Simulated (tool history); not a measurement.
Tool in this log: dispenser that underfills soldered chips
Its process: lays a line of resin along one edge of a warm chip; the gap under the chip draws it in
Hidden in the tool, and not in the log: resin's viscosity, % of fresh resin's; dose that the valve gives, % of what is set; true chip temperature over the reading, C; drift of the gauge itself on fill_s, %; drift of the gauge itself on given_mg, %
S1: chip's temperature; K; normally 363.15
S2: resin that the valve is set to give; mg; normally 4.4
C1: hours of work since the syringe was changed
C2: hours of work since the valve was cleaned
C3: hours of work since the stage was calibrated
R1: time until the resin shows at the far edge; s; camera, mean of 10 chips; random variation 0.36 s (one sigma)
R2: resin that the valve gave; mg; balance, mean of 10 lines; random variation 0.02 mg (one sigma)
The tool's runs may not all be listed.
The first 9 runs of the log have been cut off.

run	hour	S1	S2	C1	C2	C3	R1	R2
# hour 62: new syringe of resin
10	63.5	348.15	4.4	1	115	75	36.7	4.27
11	68.2	348.15	4.4	5	119	78	44.9	4.27
# hour 74.5: new syringe of resin
12	78.2	348.15	4.55	3	126	86	38.8	4.36
# hour 87.1: new syringe of resin
13	87.2	369.15	4.4	0	133	93	15.5	4.22
14	93.9	369.15	4.4	5	138	98	22.4	4.22
# hour 99.9: new syringe of resin
# hour 100.9: dispensing valve cleaned and set on the balance
15	102.2	369.15	4.4	1	1	103	17.2	4.4
16	108.8	369.15	4.4	6	6	108	24.5	4.37
# hour 113.9: new syringe of resin
17	117.9	369.15	4.4	3	13	115	19.5	4.41
18	124.3	361.15	4.4	8	18	120	35.2	4.36
# hour 126.4: new syringe of resin
19	131.6	356.15	4.58	4	23	125	31.4	4.52
20	138	356.15	4.8	9	28	130	42.6	4.74
# hour 138.8: new syringe of resin
21	147.9	351.15	4.19	7	35	137	46.5	4.17
# hour 151.3: new syringe of resin
22	158	351.15	4.19	5	43	145	40.7	4.12
# hour 164.1: new syringe of resin
23	166.5	351.15	4.19	2	49	151	32.9	4.13
24	171.1	365.15	3.92	5	53	155	25.3	3.82
# hour 176.6: new syringe of resin
25	179.1	365.15	3.92	2	59	161	21.2	3.85
26	187.3	358.15	3.8	8	65	167	40.6	3.75
# hour 189: new syringe of resin
27	195.9	371.15	5.45	5	71	173	19.6	5.36
# hour 201.5: new syringe of resin
28	202.2	374.15	4.64	1	76	178	12.9	4.52
29	208.9	368.15	4.38	6	81	183	23.5	4.3
# hour 214: new syringe of resin
30	214	363.15	5.14	0	85	187	19	5

Forecast run 31:
31	222.8	365.15	5.47	7	92	194	?	?

Run 31 gave R1 27.2 s, R2 5.34 mg.
Without the tool's hidden state the same run would have given R1 18 s, R2 5.49 mg.
